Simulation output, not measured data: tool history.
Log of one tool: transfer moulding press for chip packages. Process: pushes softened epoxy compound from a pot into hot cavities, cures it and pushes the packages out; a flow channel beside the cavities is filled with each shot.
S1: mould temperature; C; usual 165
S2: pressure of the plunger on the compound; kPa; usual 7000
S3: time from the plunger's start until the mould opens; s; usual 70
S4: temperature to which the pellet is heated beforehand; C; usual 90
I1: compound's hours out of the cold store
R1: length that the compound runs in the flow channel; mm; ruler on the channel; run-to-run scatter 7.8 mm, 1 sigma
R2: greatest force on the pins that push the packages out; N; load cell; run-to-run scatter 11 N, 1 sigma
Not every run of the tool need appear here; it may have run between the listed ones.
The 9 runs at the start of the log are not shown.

run 10 hour=74.1 | S1=165 S2=7000 S3=70 S4=90 | I1=34.5 | R1=925 R2=553
run 11 hour=84.4 | S1=165 S2=7000 S3=70 S4=90 | I1=14.8 | R1=997 R2=581
run 12 hour=95.3 | S1=165 S2=7000 S3=70 S4=90 | I1=19.9 | R1=971 R2=569
run 13 hour=101.6 | S1=165 S2=7000 S3=70 S4=90 | I1=22.2 | R1=966 R2=576
run 14 hour=111.8 | S1=165 S2=8110 S3=70 S4=90 | I1=46.9 | R1=929 R2=533
run 15 hour=122.4 | S1=165 S2=8110 S3=70 S4=90 | I1=18.7 | R1=1050 R2=573
run 16 hour=127.7 | S1=164 S2=6940 S3=84 S4=84 | I1=39.8 | R1=893 R2=408
-- hour=134.9 cavities cleaned with cleaning compound and waxed
run 17 hour=136.9 | S1=164 S2=6940 S3=84 S4=84 | I1=19.4 | R1=988 R2=404
run 18 hour=141.9 | S1=165 S2=6480 S3=70 S4=90 | I1=32.4 | R1=886 R2=543
run 19 hour=152.4 | S1=166 S2=5590 S3=100 S4=99 | I1=27.9 | R1=847 R2=326
run 20 hour=161.4 | S1=169 S2=7000 S3=70 S4=91 | I1=20.0 | R1=964 R2=442
run 21 hour=169.7 | S1=169 S2=7000 S3=70 S4=91 | I1=42.4 | R1=869 R2=407
run 22 hour=178.9 | S1=159 S2=7270 S3=62 S4=99 | I1=18.8 | R1=1026 R2=1149
run 23 hour=186.9 | S1=173 S2=6210 S3=70 S4=90 | I1=27.1 | R1=858 R2=366
-- hour=196.4 plunger's sealing rings changed
run 24 hour=200.1 | S1=173 S2=6210 S3=70 S4=90 | I1=46.7 | R1=796 R2=342
run 25 hour=205.5 | S1=168 S2=7000 S3=64 S4=83 | I1=36.2 | R1=906 R2=577
run 26 hour=212.4 | S1=157 S2=7000 S3=70 S4=90 | I1=31.5 | R1=957 R2=972
-- hour=215.7 cavities cleaned with cleaning compound and waxed
run 27 hour=218.5 | S1=165 S2=7000 S3=85 S4=90 | I1=17.0 | R1=991 R2=365
run 28 hour=225.6 | S1=173 S2=7590 S3=70 S4=90 | I1=39.9 | R1=896 R2=354
run 29 hour=231.8 | S1=160 S2=7590 S3=70 S4=98 | I1=33.4 | R1=967 R2=743
run 30 hour=243.0 | S1=172 S2=5660 S3=70 S4=100 | I1=9.6 | R1=895 R2=365

Below are 3 alternative next runs, each starting from the tool's condition after run 30. Predict each:
run A hour=254.1 | S1=158 S2=7120 S3=106 S4=100 | I1=31.9 | R1=? R2=?
run B hour=254.1 | S1=161 S2=8320 S3=103 S4=90 | I1=8.0 | R1=? R2=?
run C hour=254.1 | S1=165 S2=8110 S3=62 S4=87 | I1=30.1 | R1=? R2=?

run=A R1=944 R2=370
run=B R1=1144 R2=358
run=C R1=1008 R2=768
Had the tool no hidden state, the same runs would have come out as:
run=A R1=944 R2=366
run=B R1=1144 R2=355
run=C R1=1008 R2=761
